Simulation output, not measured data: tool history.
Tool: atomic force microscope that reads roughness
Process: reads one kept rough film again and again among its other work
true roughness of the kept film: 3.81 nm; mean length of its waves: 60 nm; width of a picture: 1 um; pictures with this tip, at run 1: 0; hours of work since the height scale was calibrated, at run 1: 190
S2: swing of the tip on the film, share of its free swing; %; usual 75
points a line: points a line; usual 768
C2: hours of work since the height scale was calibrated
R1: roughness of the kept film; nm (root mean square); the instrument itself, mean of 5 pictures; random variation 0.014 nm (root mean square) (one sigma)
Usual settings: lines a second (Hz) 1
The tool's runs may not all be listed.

Run 1, day 0: usual settings; pictures with this tip 0; C2 190. Result: R1 3.351 nm (root mean square).
Run 2, day 0.417: usual settings; pictures with this tip 12; C2 195. Result: R1 3.357 nm (root mean square).
Run 3, day 0.9: usual settings but lines a second (Hz) 0.8; pictures with this tip 26; C2 202. Result: R1 3.396 nm (root mean square).
Run 4, day 1.158: usual settings but lines a second (Hz) 0.8; pictures with this tip 34; C2 205. Result: R1 3.38 nm (root mean square).
Run 5, day 1.583: usual settings; pictures with this tip 47; C2 211. Result: R1 3.296 nm (root mean square).
Run 6, day 1.933: usual settings; pictures with this tip 57; C2 215. Result: R1 3.27 nm (root mean square).
Run 7, day 2.408: usual settings but S2 74 %; pictures with this tip 71; C2 222. Result: R1 3.29 nm (root mean square).
Run 8, day 2.646: usual settings but S2 74 %; pictures with this tip 78; C2 225. Result: R1 3.284 nm (root mean square).
Run 9, day 2.892: usual settings but S2 74 %; pictures with this tip 86; C2 228. Result: R1 3.274 nm (root mean square).
Run 10, day 3.192: usual settings but S2 80 %, points a line 510; pictures with this tip 95; C2 232. Result: R1 3.166 nm (root mean square).
Run 11, day 3.417: usual settings but lines a second (Hz) 0.83, points a line 363; pictures with this tip 101; C2 235. Result: R1 3.271 nm (root mean square).
Run 12, day 3.804: usual settings but S2 69 %; pictures with this tip 113; C2 240. Result: R1 3.299 nm (root mean square).

Run 13 comes next. What will it give?
Run 13, day 4.062: usual settings but lines a second (Hz) 0.83, points a line 263; pictures with this tip 120; C2 244. Result: R1 ?.

R1: 3.245 nm (root mean square)
Without the tool's hidden state the same run would have given R1 3.394 nm (root mean square).
